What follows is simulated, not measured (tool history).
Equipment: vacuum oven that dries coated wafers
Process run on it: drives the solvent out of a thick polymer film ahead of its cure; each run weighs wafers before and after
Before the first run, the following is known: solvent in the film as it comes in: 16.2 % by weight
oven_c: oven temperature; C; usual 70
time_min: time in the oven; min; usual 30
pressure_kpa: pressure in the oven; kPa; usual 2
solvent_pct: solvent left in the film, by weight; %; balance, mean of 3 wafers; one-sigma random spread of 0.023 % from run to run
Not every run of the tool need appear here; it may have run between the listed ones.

run     day  oven_c  time_min  pressure_kpa  solvent_pct
  1       0      70        30             2         1.63
  2   1.017      70        30             2         1.64
  3   2.562      70        30             2         1.64
  4   3.308      70        30             2         1.65
  5   4.158      70        25             2         2.06
  6   4.904      70        30             2         1.63
  7   6.567      70        30             2         1.68
  8   8.146      70        30             2         1.68
  9   9.583      70        30             2         1.69
 10  10.912      70        30             2         1.68
 11  11.696      70        30             2         1.69
 12  13.229      61        30             2         3.89
 13  14.758      61        30             2         3.97
 14   15.95      70        30             2         1.69
 15  17.042      70        30             2         1.73
 16  18.167      70        20             2          2.9
 17  18.954      70        17             2         3.56
 18  20.612      70        30             2         1.69
 19  21.638      70        30          3.28         2.29
     22.046  -- oven's thermocouples calibrated
 20  22.525      70        30          3.28         2.32
 21  23.467      63        21             2         4.97
 22  24.379      68        31          2.85          2.5
 23  25.121      76        52          2.43         0.95
 24  25.933      74        30          3.79         1.87
     26.129  -- oven's thermocouples calibrated, once more
 25  27.517      74        30          3.79         1.75
 26  28.658      74        30          3.79         1.74
 27  30.012      74        27          1.74         1.15
 28  31.571      74        27          1.74         1.15
 29  32.675      73        27             2         1.38
 30   34.15      73        27             2          1.4
 31    35.4      70        38          2.48         1.49
 32  37.029      70        30          1.09         1.32
 33  37.775      70        30          1.09         1.29
 34  39.083      80        30          1.55         0.55
 35  39.971      65        27             2         3.07
 36  41.492      65        27             2          3.1
 37  42.271      65        27             2         3.05
 38  43.342      80        29             2         0.75
 39  44.904      67        30           1.1         1.84
 40  45.688      67        30          3.21         2.89

Consider 4 possible next runs. They are alternatives, not a sequence: every one starts from the tool as it was left by run 40. What does each give?
  A  46.442      70        30          6.74            ?
  B  46.442      73        27          1.96            ?
  C  46.442      68        22          6.13            ?
  D  46.442      70        38             2            ?

run  solvent_pct
  A         3.67
  B         1.44
  C          4.7
  D         1.33
The same runs, with their run-to-run variation unchanged, on a tool lacking any hidden condition would have given:
run  solvent_pct
  A         3.54
  B         1.33
  C         4.57
  D          1.2

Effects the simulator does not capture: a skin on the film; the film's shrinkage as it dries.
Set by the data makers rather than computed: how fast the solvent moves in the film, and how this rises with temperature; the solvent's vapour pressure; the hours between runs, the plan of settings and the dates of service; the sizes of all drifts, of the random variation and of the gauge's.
